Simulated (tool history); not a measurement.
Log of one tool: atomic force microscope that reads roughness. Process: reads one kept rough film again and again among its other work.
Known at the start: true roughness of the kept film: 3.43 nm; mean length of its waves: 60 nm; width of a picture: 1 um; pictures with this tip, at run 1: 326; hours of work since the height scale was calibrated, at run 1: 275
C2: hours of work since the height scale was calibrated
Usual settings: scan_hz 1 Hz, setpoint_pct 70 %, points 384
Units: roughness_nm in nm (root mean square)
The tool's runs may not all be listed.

Run 1, hour 0: usual settings; pictures with this tip 326; C2 275. Result: roughness_nm 2.753 nm (root mean square).
At hour 7.8: new tip fitted.
Run 2, hour 11.9: usual settings; pictures with this tip 7; C2 283. Result: roughness_nm 3.111 nm (root mean square).
Run 3, hour 35.8: usual settings; pictures with this tip 53; C2 300. Result: roughness_nm 3.073 nm (root mean square).
Run 4, hour 53.8: usual settings; pictures with this tip 88; C2 313. Result: roughness_nm 3.008 nm (root mean square).
Run 5, hour 77.6: usual settings; pictures with this tip 134; C2 330. Result: roughness_nm 2.968 nm (root mean square).
At hour 80.3: height scale calibrated on a step standard.
Run 6, hour 99.1: usual settings; pictures with this tip 173; C2 13. Result: roughness_nm 2.902 nm (root mean square).
Run 7, hour 115.2: usual settings; pictures with this tip 204; C2 25. Result: roughness_nm 2.883 nm (root mean square).
Run 8, hour 138.3: usual settings but scan_hz 0.72 Hz, setpoint_pct 85 %, points 359; pictures with this tip 248; C2 41. Result: roughness_nm 2.749 nm (root mean square).
Run 9, hour 164.1: usual settings but scan_hz 3.52 Hz, setpoint_pct 80 %, points 401; pictures with this tip 298; C2 60. Result: roughness_nm 2.243 nm (root mean square).
At hour 173.7: height scale calibrated on a step standard, once more.
Run 10, hour 184.5: usual settings but scan_hz 3.52 Hz, setpoint_pct 80 %, points 401; pictures with this tip 335; C2 8. Result: roughness_nm 2.211 nm (root mean square).
At hour 187: new tip fitted.
Run 11, hour 201.6: usual settings but scan_hz 3.52 Hz, setpoint_pct 80 %, points 401; pictures with this tip 28; C2 20. Result: roughness_nm 2.479 nm (root mean square).
Run 12, hour 215.1: usual settings but scan_hz 1.28 Hz, setpoint_pct 68 %, points 374; pictures with this tip 54; C2 29. Result: roughness_nm 3.05 nm (root mean square).

Forecast each of these 5 alternatives for the next run:
Run A, hour 227.8: usual settings but setpoint_pct 72 %, points 654; pictures with this tip 79; C2 38. Result: roughness_nm ?.
Run B, hour 227.8: usual settings but scan_hz 0.8 Hz, setpoint_pct 77 %, points 383; pictures with this tip 79; C2 38. Result: roughness_nm ?.
Run C, hour 227.8: usual settings but scan_hz 3.85 Hz, setpoint_pct 77 %, points 850; pictures with this tip 79; C2 38. Result: roughness_nm ?.
Run D, hour 227.8: usual settings but scan_hz 0.54 Hz, points 326; pictures with this tip 79; C2 38. Result: roughness_nm ?.
Run E, hour 227.8: usual settings but scan_hz 1.28 Hz, setpoint_pct 75 %, points 385; pictures with this tip 79; C2 38. Result: roughness_nm ?.

run  roughness_nm
  A         3.017
  B         3.016
  C         2.463
  D         3.119
  E         2.949
Without the tool's hidden state the same runs would have given:
run  roughness_nm
  A         3.109
  B         3.108
  C         2.538
  D         3.214
  E         3.039
